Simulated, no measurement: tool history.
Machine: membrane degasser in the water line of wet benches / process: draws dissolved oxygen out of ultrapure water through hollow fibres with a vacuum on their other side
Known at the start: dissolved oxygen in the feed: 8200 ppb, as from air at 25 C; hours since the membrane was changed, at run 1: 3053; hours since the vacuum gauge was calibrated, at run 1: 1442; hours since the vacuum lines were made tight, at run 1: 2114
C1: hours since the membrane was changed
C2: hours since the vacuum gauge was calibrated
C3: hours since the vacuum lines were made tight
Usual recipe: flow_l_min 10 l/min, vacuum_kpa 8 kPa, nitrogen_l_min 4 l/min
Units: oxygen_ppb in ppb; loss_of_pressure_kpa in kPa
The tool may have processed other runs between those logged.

run 1 hour=0 | flow_l_min=10 vacuum_kpa=8 nitrogen_l_min=4 | C1=3053 C2=1442 C3=2114 | oxygen_ppb=34 loss_of_pressure_kpa=33.86
run 2 hour=55.3 | flow_l_min=10 vacuum_kpa=8 nitrogen_l_min=4 | C1=3108 C2=1497 C3=2170 | oxygen_ppb=34.4 loss_of_pressure_kpa=33.73
run 3 hour=120 | flow_l_min=10 vacuum_kpa=8 nitrogen_l_min=4 | C1=3173 C2=1562 C3=2234 | oxygen_ppb=33.4 loss_of_pressure_kpa=33.58
run 4 hour=183.8 | flow_l_min=10 vacuum_kpa=8 nitrogen_l_min=4 | C1=3236 C2=1625 C3=2298 | oxygen_ppb=33.5 loss_of_pressure_kpa=33.73
run 5 hour=252 | flow_l_min=10 vacuum_kpa=8 nitrogen_l_min=4 | C1=3305 C2=1694 C3=2366 | oxygen_ppb=33.6 loss_of_pressure_kpa=33.55
run 6 hour=298.9 | flow_l_min=10 vacuum_kpa=8 nitrogen_l_min=4 | C1=3352 C2=1740 C3=2413 | oxygen_ppb=34.1 loss_of_pressure_kpa=33.61
run 7 hour=365.9 | flow_l_min=9 vacuum_kpa=8 nitrogen_l_min=4 | C1=3419 C2=1807 C3=2480 | oxygen_ppb=29.7 loss_of_pressure_kpa=30.06
run 8 hour=422.1 | flow_l_min=10 vacuum_kpa=10.4 nitrogen_l_min=4 | C1=3475 C2=1864 C3=2537 | oxygen_ppb=49.7 loss_of_pressure_kpa=33.54
run 9 hour=491.8 | flow_l_min=10 vacuum_kpa=8 nitrogen_l_min=4 | C1=3544 C2=1933 C3=2606 | oxygen_ppb=35.3 loss_of_pressure_kpa=33.72
run 10 hour=538.5 | flow_l_min=10 vacuum_kpa=8 nitrogen_l_min=4 | C1=3591 C2=1980 C3=2653 | oxygen_ppb=33.9 loss_of_pressure_kpa=33.66
run 11 hour=572.5 | flow_l_min=10 vacuum_kpa=12.15 nitrogen_l_min=4 | C1=3625 C2=2014 C3=2687 | oxygen_ppb=59.6 loss_of_pressure_kpa=33.35
run 12 hour=616.3 | flow_l_min=10 vacuum_kpa=12.15 nitrogen_l_min=4 | C1=3669 C2=2058 C3=2731 | oxygen_ppb=59 loss_of_pressure_kpa=33.55
run 13 hour=663.2 | flow_l_min=10 vacuum_kpa=12.15 nitrogen_l_min=4 | C1=3716 C2=2105 C3=2778 | oxygen_ppb=60.1 loss_of_pressure_kpa=33.46
run 14 hour=702.9 | flow_l_min=10 vacuum_kpa=8 nitrogen_l_min=7.69 | C1=3756 C2=2145 C3=2817 | oxygen_ppb=19.9 loss_of_pressure_kpa=33.81
run 15 hour=776.2 | flow_l_min=10 vacuum_kpa=8 nitrogen_l_min=4 | C1=3829 C2=2218 C3=2891 | oxygen_ppb=34.3 loss_of_pressure_kpa=33.4
run 16 hour=821.4 | flow_l_min=10 vacuum_kpa=8 nitrogen_l_min=4 | C1=3874 C2=2263 C3=2936 | oxygen_ppb=33.1 loss_of_pressure_kpa=33.78
run 17 hour=867.2 | flow_l_min=10 vacuum_kpa=8 nitrogen_l_min=4 | C1=3920 C2=2309 C3=2982 | oxygen_ppb=34.1 loss_of_pressure_kpa=33.58
run 18 hour=911.5 | flow_l_min=10 vacuum_kpa=8 nitrogen_l_min=4 | C1=3964 C2=2353 C3=3026 | oxygen_ppb=34.5 loss_of_pressure_kpa=33.71
run 19 hour=951.8 | flow_l_min=9 vacuum_kpa=8.8 nitrogen_l_min=11.05 | C1=4004 C2=2393 C3=3066 | oxygen_ppb=14.7 loss_of_pressure_kpa=30.09
run 20 hour=1030.9 | flow_l_min=9 vacuum_kpa=8.8 nitrogen_l_min=11.05 | C1=4084 C2=2473 C3=3145 | oxygen_ppb=14.1 loss_of_pressure_kpa=30.5
run 21 hour=1105.5 | flow_l_min=13 vacuum_kpa=8 nitrogen_l_min=4.42 | C1=4158 C2=2547 C3=3220 | oxygen_ppb=45.4 loss_of_pressure_kpa=43.84
run 22 hour=1158.1 | flow_l_min=8 vacuum_kpa=10.14 nitrogen_l_min=5.44 | C1=4211 C2=2600 C3=3272 | oxygen_ppb=27 loss_of_pressure_kpa=26.78
run 23 hour=1196.5 | flow_l_min=6 vacuum_kpa=12.94 nitrogen_l_min=4 | C1=4249 C2=2638 C3=3311 | oxygen_ppb=38.1 loss_of_pressure_kpa=20.29
run 24 hour=1269.8 | flow_l_min=10 vacuum_kpa=8 nitrogen_l_min=9.48 | C1=4322 C2=2711 C3=3384 | oxygen_ppb=16.9 loss_of_pressure_kpa=33.48
run 25 hour=1316.2 | flow_l_min=7 vacuum_kpa=8 nitrogen_l_min=5.17 | C1=4369 C2=2758 C3=3431 | oxygen_ppb=18.4 loss_of_pressure_kpa=23.86
run 26 hour=1365.3 | flow_l_min=15 vacuum_kpa=8 nitrogen_l_min=4.12 | C1=4418 C2=2807 C3=3480 | oxygen_ppb=60.2 loss_of_pressure_kpa=50.53
run 27 hour=1441.1 | flow_l_min=15 vacuum_kpa=11.79 nitrogen_l_min=3.87 | C1=4494 C2=2883 C3=3556 | oxygen_ppb=98.7 loss_of_pressure_kpa=50.89
run 28 hour=1509 | flow_l_min=10 vacuum_kpa=19.63 nitrogen_l_min=3.8 | C1=4562 C2=2951 C3=3623 | oxygen_ppb=110.8 loss_of_pressure_kpa=33.94
run 29 hour=1550.1 | flow_l_min=10 vacuum_kpa=10.7 nitrogen_l_min=11.6 | C1=4603 C2=2992 C3=3665 | oxygen_ppb=20.7 loss_of_pressure_kpa=33.87
run 30 hour=1617.2 | flow_l_min=10 vacuum_kpa=10.7 nitrogen_l_min=11.6 | C1=4670 C2=3059 C3=3732 | oxygen_ppb=20.2 loss_of_pressure_kpa=33.62
run 31 hour=1652.8 | flow_l_min=7 vacuum_kpa=8 nitrogen_l_min=4 | C1=4705 C2=3094 C3=3767 | oxygen_ppb=23.3 loss_of_pressure_kpa=23.43

Forecast each of these 5 alternatives for the next run:
run A hour=1687 | flow_l_min=10 vacuum_kpa=8 nitrogen_l_min=4 | C1=4740 C2=3129 C3=3801 | oxygen_ppb=? loss_of_pressure_kpa=?
run B hour=1687 | flow_l_min=7 vacuum_kpa=8 nitrogen_l_min=3.17 | C1=4740 C2=3129 C3=3801 | oxygen_ppb=? loss_of_pressure_kpa=?
run C hour=1687 | flow_l_min=10 vacuum_kpa=14.37 nitrogen_l_min=1.67 | C1=4740 C2=3129 C3=3801 | oxygen_ppb=? loss_of_pressure_kpa=?
run D hour=1687 | flow_l_min=14 vacuum_kpa=8 nitrogen_l_min=8.02 | C1=4740 C2=3129 C3=3801 | oxygen_ppb=? loss_of_pressure_kpa=?
run E hour=1687 | flow_l_min=10 vacuum_kpa=8.69 nitrogen_l_min=7.42 | C1=4740 C2=3129 C3=3801 | oxygen_ppb=? loss_of_pressure_kpa=?

run=A oxygen_ppb=34.4 loss_of_pressure_kpa=33.82
run=B oxygen_ppb=28.9 loss_of_pressure_kpa=23.87
run=C oxygen_ppb=164.6 loss_of_pressure_kpa=33.39
run=D oxygen_ppb=34.3 loss_of_pressure_kpa=47.23
run=E oxygen_ppb=23 loss_of_pressure_kpa=33.9
Without the tool's hidden state the same runs would have given:
run=A oxygen_ppb=32.9 loss_of_pressure_kpa=33.1
run=B oxygen_ppb=27.8 loss_of_pressure_kpa=23.36
run=C oxygen_ppb=160.8 loss_of_pressure_kpa=32.67
run=D oxygen_ppb=32.2 loss_of_pressure_kpa=46.22
run=E oxygen_ppb=21.9 loss_of_pressure_kpa=33.17
